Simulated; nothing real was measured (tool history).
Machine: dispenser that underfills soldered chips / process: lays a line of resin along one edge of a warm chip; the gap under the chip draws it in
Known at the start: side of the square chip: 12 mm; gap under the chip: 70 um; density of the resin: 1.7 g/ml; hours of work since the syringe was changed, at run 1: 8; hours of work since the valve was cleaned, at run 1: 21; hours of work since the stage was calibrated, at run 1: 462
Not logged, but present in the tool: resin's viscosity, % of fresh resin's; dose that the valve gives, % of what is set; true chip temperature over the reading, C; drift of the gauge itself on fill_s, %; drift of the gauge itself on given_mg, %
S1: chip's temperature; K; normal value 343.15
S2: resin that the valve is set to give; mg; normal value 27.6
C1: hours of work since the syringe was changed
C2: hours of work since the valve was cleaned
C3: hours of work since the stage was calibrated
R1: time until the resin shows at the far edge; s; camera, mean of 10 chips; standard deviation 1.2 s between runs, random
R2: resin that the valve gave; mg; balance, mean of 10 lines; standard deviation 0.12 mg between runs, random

Run 1, hour 0: usual settings; C1 8; C2 21; C3 462. Result: R1 154.1 s, R2 27.05 mg.
At hour 3.3: new syringe of resin.
Run 2, hour 12.3: usual settings; C1 7; C2 30; C3 471. Result: R1 143.7 s, R2 26.87 mg.
At hour 17.6: new syringe of resin.
Run 3, hour 24.1: usual settings but S2 31.8 mg; C1 5; C2 39; C3 480. Result: R1 133.8 s, R2 30.9 mg.
At hour 31.4: new syringe of resin.
Run 4, hour 37.9: usual settings; C1 5; C2 50; C3 491. Result: R1 133.2 s, R2 26.56 mg.
At hour 45.8: new syringe of resin.
Run 5, hour 48.7: usual settings but S1 334.15 K; C1 2; C2 58; C3 499. Result: R1 159.1 s, R2 26.46 mg.
At hour 59.3: new syringe of resin.
Run 6, hour 60.5: usual settings but S1 334.15 K; C1 1; C2 67; C3 508. Result: R1 152.5 s, R2 26.34 mg.
At hour 72.8: new syringe of resin.
Run 7, hour 76.9: usual settings but S1 334.15 K; C1 3; C2 79; C3 520. Result: R1 163.5 s, R2 26.02 mg.
Run 8, hour 84.6: usual settings but S1 334.15 K; C1 9; C2 85; C3 526. Result: R1 215.2 s, R2 26.03 mg.
At hour 87: new syringe of resin.
At hour 90.2: stage's temperature calibrated.
Run 9, hour 97: usual settings but S1 334.15 K; C1 7; C2 94; C3 5. Result: R1 212.6 s, R2 25.45 mg.
At hour 102.7: new syringe of resin.
Run 10, hour 105.8: usual settings but S1 334.15 K; C1 2; C2 100; C3 12. Result: R1 177.4 s, R2 25.67 mg.
Run 11, hour 114.6: usual settings but S1 334.15 K; C1 9; C2 107; C3 19. Result: R1 241.4 s, R2 25.31 mg.
At hour 117.1: new syringe of resin.
Run 12, hour 128.2: usual settings but S1 334.15 K; C1 9; C2 117; C3 29. Result: R1 231.8 s, R2 25.21 mg.
At hour 130.9: new syringe of resin.
At hour 134.4: dispensing valve cleaned and set on the balance.
At hour 145.4: new syringe of resin.
Run 13, hour 145.5: usual settings but S1 334.15 K; C1 0; C2 8; C3 41. Result: R1 159.3 s, R2 27.5 mg.
At hour 159.7: new syringe of resin.
Run 14, hour 161.6: usual settings but S1 334.15 K, S2 26 mg; C1 1; C2 21; C3 53. Result: R1 164.2 s, R2 25.6 mg.
At hour 173.5: new syringe of resin.
Run 15, hour 174.7: usual settings but S1 334.15 K, S2 26 mg; C1 1; C2 30; C3 63. Result: R1 164.7 s, R2 25.6 mg.
At hour 187.7: new syringe of resin.
Run 16, hour 190.8: usual settings but S1 339.15 K, S2 26 mg; C1 2; C2 43; C3 75. Result: R1 145.3 s, R2 25.1 mg.
At hour 201.7: new syringe of resin.
Run 17, hour 204: usual settings but S1 339.15 K, S2 26 mg; C1 2; C2 53; C3 85. Result: R1 142.8 s, R2 25.03 mg.
At hour 215.8: new syringe of resin.
Run 18, hour 220.6: usual settings but S1 339.15 K; C1 4; C2 65; C3 98. Result: R1 153.7 s, R2 26.26 mg.
At hour 229.1: new syringe of resin.
Run 19, hour 234.9: usual settings but S1 339.15 K; C1 4; C2 76; C3 109. Result: R1 162 s, R2 25.95 mg.
At hour 243.5: new syringe of resin.
Run 20, hour 243.6: usual settings but S1 339.15 K; C1 0; C2 82; C3 115. Result: R1 133.8 s, R2 26.06 mg.
At hour 257.5: new syringe of resin.
Run 21, hour 260.2: usual settings but S1 347.15 K, S2 28.4 mg; C1 2; C2 95; C3 128. Result: R1 109.8 s, R2 26.42 mg.
Run 22, hour 268.1: usual settings but S1 335.15 K, S2 31.4 mg; C1 8; C2 101; C3 134. Result: R1 214.9 s, R2 28.99 mg.
At hour 271.5: new syringe of resin.
Run 23, hour 277.3: usual settings but S1 346.15 K, S2 27.1 mg; C1 5; C2 108; C3 141. Result: R1 126.6 s, R2 25.01 mg.
At hour 285: new syringe of resin.
Run 24, hour 291.7: usual settings but S1 329.15 K; C1 5; C2 119; C3 152. Result: R1 231.8 s, R2 25.23 mg.
At hour 295.1: dispensing valve cleaned and set on the balance.
At hour 300.6: new syringe of resin.
Run 25, hour 300.7: usual settings but S1 329.15 K; C1 0; C2 4; C3 158. Result: R1 180.4 s, R2 27.56 mg.
Run 26, hour 311.2: usual settings but S1 333.15 K, S2 27.2 mg; C1 8; C2 12; C3 166. Result: R1 225.1 s, R2 26.99 mg.
At hour 314.2: new syringe of resin.
Run 27, hour 327.2: usual settings but S1 333.15 K, S2 27.2 mg; C1 10; C2 24; C3 178. Result: R1 247.3 s, R2 26.75 mg.
At hour 328.3: new syringe of resin.
At hour 342.2: new syringe of resin.
Run 28, hour 342.6: usual settings but S1 332.15 K, S2 27.2 mg; C1 0; C2 36; C3 189. Result: R1 168.2 s, R2 26.42 mg.
At hour 356.4: new syringe of resin.
Run 29, hour 357.4: usual settings but S1 334.15 K, S2 24.9 mg; C1 1; C2 47; C3 201. Result: R1 160.9 s, R2 23.83 mg.
At hour 370.7: new syringe of resin.
Run 30, hour 373.4: usual settings but S1 334.15 K, S2 24.9 mg; C1 2; C2 59; C3 213. Result: R1 167.4 s, R2 23.8 mg.
Run 31, hour 380.8: usual settings but S1 334.15 K, S2 32.6 mg; C1 8; C2 65; C3 218. Result: R1 214.3 s, R2 30.85 mg.
At hour 384.7: new syringe of resin.
Run 32, hour 397.4: usual settings but S1 334.15 K, S2 32.6 mg; C1 10; C2 77; C3 231. Result: R1 225.3 s, R2 30.72 mg.
At hour 398.4: new syringe of resin.
At hour 412.6: new syringe of resin.
Run 33, hour 413: usual settings but S1 334.15 K, S2 32.6 mg; C1 0; C2 89; C3 243. Result: R1 149.5 s, R2 30.39 mg.

Some steps in R1 between neighbouring runs. How much of each would the tool show without its hidden state too (settings, what came in, random variation), and how much is left for the hidden state, with any gauge scatter that isn't in both results?
Run 12 -> 13: new syringe of resin, dispensing valve cleaned and set on the balance, new syringe of resin. R1 -72.5 s: hidden state -70.9, all else -1.6.
Run 21 -> 22: S1 347.15 -> 335.15, S2 28.4 -> 31.4. R1 +105.1 s: hidden state +54.2, all else +50.9.
Run 22 -> 23: S1 335.15 -> 346.15, S2 31.4 -> 27.1, new syringe of resin. R1 -88.3 s: hidden state -42.7, all else -45.6.
Run 23 -> 24: S1 346.15 -> 329.15, S2 27.1 -> 27.6, new syringe of resin. R1 +105.2 s: hidden state +24.7, all else +80.5.
Run 27 -> 28: S1 333.15 -> 332.15, new syringe of resin, new syringe of resin. R1 -79.1 s: hidden state -88, all else +8.9.
Run 32 -> 33: new syringe of resin, new syringe of resin. R1 -75.8 s: hidden state -77.4, all else +1.6.

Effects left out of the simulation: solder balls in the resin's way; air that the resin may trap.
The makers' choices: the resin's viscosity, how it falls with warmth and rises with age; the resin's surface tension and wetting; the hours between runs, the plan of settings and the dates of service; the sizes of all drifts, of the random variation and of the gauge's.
